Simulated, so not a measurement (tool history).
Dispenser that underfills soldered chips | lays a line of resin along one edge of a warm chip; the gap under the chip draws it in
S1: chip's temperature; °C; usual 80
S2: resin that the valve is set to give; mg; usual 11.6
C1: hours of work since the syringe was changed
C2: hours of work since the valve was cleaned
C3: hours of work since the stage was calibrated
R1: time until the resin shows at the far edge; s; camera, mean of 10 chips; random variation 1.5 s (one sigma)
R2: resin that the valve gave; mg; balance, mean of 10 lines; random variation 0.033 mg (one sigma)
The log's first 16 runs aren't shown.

| run | hour | S1 | S2 | C1 | C2 | C3 | R1 | R2 |
|---|---|---|---|---|---|---|---|---|
|  | 101.9 | new syringe of resin |
| 17 | 106.7 | 80 | 14.5 | 3 | 27 | 241 | 174.9 | 14.15 |
| 18 | 113.9 | 80 | 14.5 | 8 | 31 | 245 | 252 | 14.13 |
|  | 115.4 | new syringe of resin |
| 19 | 122 | 67 | 10.6 | 4 | 36 | 250 | 378.4 | 10.23 |
|  | 128.8 | new syringe of resin |
| 20 | 128.8 | 95 | 10.6 | 0 | 40 | 254 | 70 | 10.2 |
|  | 135.9 | dispensing valve cleaned and set on the balance |
| 21 | 135.9 | 95 | 10.6 | 4 | 0 | 258 | 94.6 | 10.61 |
|  | 143.3 | new syringe of resin |
| 22 | 144 | 76 | 13.4 | 0 | 5 | 263 | 165.7 | 13.33 |
| 23 | 147.7 | 77 | 12.5 | 3 | 7 | 265 | 194.6 | 12.44 |
| 24 | 153.2 | 77 | 12.5 | 6 | 11 | 269 | 253.4 | 12.34 |
|  | 156.5 | new syringe of resin |
| 25 | 158.3 | 93 | 12 | 1 | 14 | 272 | 83.4 | 11.8 |
| 26 | 164.3 | 76 | 11.6 | 5 | 17 | 275 | 255.2 | 11.44 |
|  | 169.9 | new syringe of resin |
| 27 | 172.8 | 91 | 11.6 | 2 | 23 | 281 | 97.1 | 11.33 |
| 28 | 180.2 | 68 | 12.4 | 6 | 27 | 285 | 428 | 12.03 |
|  | 183.3 | new syringe of resin |
| 29 | 187.1 | 77 | 10.1 | 2 | 31 | 289 | 201.9 | 9.86 |
| 30 | 192.1 | 87 | 13.7 | 6 | 35 | 293 | 149.6 | 13.23 |
|  | 196.6 | new syringe of resin |
| 31 | 196.8 | 87 | 13.7 | 0 | 37 | 295 | 97.8 | 13.14 |
| 32 | 202.3 | 74 | 13.5 | 4 | 41 | 299 | 240.9 | 12.98 |
| 33 | 206.7 | 81 | 14.7 | 6 | 44 | 302 | 211.9 | 14.1 |
|  | 208.5 | dispensing valve cleaned and set on the balance |
|  | 210.7 | new syringe of resin |
| 34 | 214.5 | 81 | 14.7 | 2 | 4 | 306 | 156 | 14.66 |

4 ways to go on from here, each from the tool as it stands after run 34. What would each give?
| A | 219.5 | 81 | 10.4 | 5 | 7 | 309 | ? | ? |
| B | 219.5 | 71 | 11.4 | 5 | 7 | 309 | ? | ? |
| C | 219.5 | 69 | 11.2 | 5 | 7 | 309 | ? | ? |
| D | 219.5 | 94 | 12.8 | 5 | 7 | 309 | ? | ? |

| run | R1 | R2 |
|---|---|---|
| A | 210.2 | 10.36 |
| B | 333.2 | 11.29 |
| C | 371.2 | 11.16 |
| D | 109.3 | 12.75 |
Without the tool's hidden state the same runs would have given:
| run | R1 | R2 |
|---|---|---|
| A | 148.9 | 10.41 |
| B | 237.9 | 11.35 |
| C | 265.5 | 11.21 |
| D | 76.7 | 12.81 |
